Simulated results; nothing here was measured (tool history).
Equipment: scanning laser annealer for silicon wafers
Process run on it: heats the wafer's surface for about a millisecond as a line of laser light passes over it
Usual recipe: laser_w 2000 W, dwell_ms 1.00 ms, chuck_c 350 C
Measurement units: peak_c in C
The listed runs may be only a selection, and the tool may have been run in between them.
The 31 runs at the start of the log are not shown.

{"run": 32, "hour": 1501.1, "laser_w": 2196, "dwell_ms": 1.0, "chuck_c": 350, "peak_c": 1231}
{"run": 33, "hour": 1557.7, "laser_w": 2000, "dwell_ms": 1.14, "chuck_c": 384, "peak_c": 1238}
{"run": 34, "hour": 1601.1, "laser_w": 1894, "dwell_ms": 1.14, "chuck_c": 384, "peak_c": 1183}
{"run": 35, "hour": 1636.3, "laser_w": 2000, "dwell_ms": 1.06, "chuck_c": 329, "peak_c": 1145}
{"run": 36, "hour": 1683.8, "laser_w": 2000, "dwell_ms": 1.06, "chuck_c": 329, "peak_c": 1144}
{"run": 37, "hour": 1713.2, "laser_w": 2000, "dwell_ms": 1.06, "chuck_c": 329, "peak_c": 1147}
{"run": 38, "hour": 1768.9, "laser_w": 2069, "dwell_ms": 0.82, "chuck_c": 350, "peak_c": 1092}
{"run": 39, "hour": 1813.3, "laser_w": 2017, "dwell_ms": 0.87, "chuck_c": 350, "peak_c": 1093}
{"run": 40, "hour": 1867.2, "laser_w": 1920, "dwell_ms": 0.99, "chuck_c": 312, "peak_c": 1064}

Below are 4 alternative next runs, each starting from the tool's condition after run 40. Predict each:
{"run": "A", "hour": 1931.5, "laser_w": 1920, "dwell_ms": 0.83, "chuck_c": 312, "peak_c": "?"}
{"run": "B", "hour": 1931.5, "laser_w": 1965, "dwell_ms": 1.0, "chuck_c": 350, "peak_c": "?"}
{"run": "C", "hour": 1931.5, "laser_w": 1727, "dwell_ms": 1.0, "chuck_c": 383, "peak_c": "?"}
{"run": "D", "hour": 1931.5, "laser_w": 1920, "dwell_ms": 0.8, "chuck_c": 362, "peak_c": "?"}

run=A peak_c=996
run=B peak_c=1123
run=C peak_c=1054
run=D peak_c=1036
Without the tool's unlogged condition, the same runs would have read:
run=A peak_c=1017
run=B peak_c=1147
run=C peak_c=1075
run=D peak_c=1057

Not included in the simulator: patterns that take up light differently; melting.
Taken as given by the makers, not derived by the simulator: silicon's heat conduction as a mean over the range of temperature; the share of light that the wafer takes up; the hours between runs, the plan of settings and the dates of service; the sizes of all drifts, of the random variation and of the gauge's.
